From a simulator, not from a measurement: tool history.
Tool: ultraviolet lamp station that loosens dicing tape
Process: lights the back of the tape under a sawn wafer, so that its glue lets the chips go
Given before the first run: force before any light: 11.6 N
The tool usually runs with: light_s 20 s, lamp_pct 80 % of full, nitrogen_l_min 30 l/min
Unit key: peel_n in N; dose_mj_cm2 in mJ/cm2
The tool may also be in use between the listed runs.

run   hour  light_s  lamp_pct  nitrogen_l_min  peel_n  dose_mj_cm2
  1      0       20        80              30   0.538          210
  2    8.6       20        80              30   0.546          206
  3   17.6       20        80              30   0.527          210
  4   23.1       20        80              30    0.55          206
  5   31.8       20        80              12   1.469          203
  6   36.4       20        80              12   1.437          206
  7     44       20        80              12   1.388          206
  8   52.7       20        80              30   0.549          204
  9   59.2       20        80              30   0.536          205
 10   64.6       20        80              30   0.563          204
 11   70.8       23        80              30   0.385          235
 12   76.6       13        80              30   1.509          132
 13   85.5       13        80              30   1.511          131
 14   89.9       14        80              30   1.292          145
 15   95.5       13        80              30   1.576          132
 16  104.3       20        76              30   0.676          192
 17  111.4       20        71              30   0.769          181
 18  118.5       20        71              30   0.787          180
 19  123.9       18        71              30   0.998          161
 20  133.4       18        71              33   0.908          161
 21  137.3       20        65              30   0.951          162
 22  143.8       20        80              30   0.597          197
       145  -- window cleaned of glue's vapour
 23  149.3       20        93              39   0.296          231
 24    158       20        93              39   0.298          230
     159.4  -- window cleaned of glue's vapour, once more
 25  165.5       16        80              30   1.029          161
 26  174.3       20        72              49   0.455          181
 27  181.5       20        74              30   0.708          187
 28  189.6       30        67              44   0.203          252
 29    197       10        80              30   2.542          100
 30  206.2       20        80              25    0.72          198
 31  211.9       12        95              13    2.54          145
 32    220       12        95              13   2.534          144
 33  224.6       12        95              13   2.447          140
 34  228.7       12        95              13    2.56          143
 35  233.5       20        80              53   0.348          200
 36  237.4       37        63              15   0.506          291
 37  243.2       19        94              16   0.906          224
 38  251.5       12        68              30    2.45          101
 39  255.9       12        68              30   2.542          103
 40  262.5       22        99              30   0.242          268
 41  271.8       20        93              10   1.306          229
 42  275.7       22        66              10    2.14          180
 43  279.9       22        66              10   2.039          178

What if the next run were any one of these 4? Each begins from the tool's condition after run 43:
  A  286.7       20        80              12       ?            ?
  B  286.7       27        66              10       ?            ?
  C  286.7       19        80              22       ?            ?
  D  286.7       20        82              12       ?            ?

run  peel_n  dose_mj_cm2
  A   1.565          197
  B   1.426          220
  C   0.936          185
  D   1.449          200
Had the tool no hidden state, the same runs would have come out as:
run  peel_n  dose_mj_cm2
  A   1.345          213
  B   1.221          237
  C   0.781          199
  D   1.241          216

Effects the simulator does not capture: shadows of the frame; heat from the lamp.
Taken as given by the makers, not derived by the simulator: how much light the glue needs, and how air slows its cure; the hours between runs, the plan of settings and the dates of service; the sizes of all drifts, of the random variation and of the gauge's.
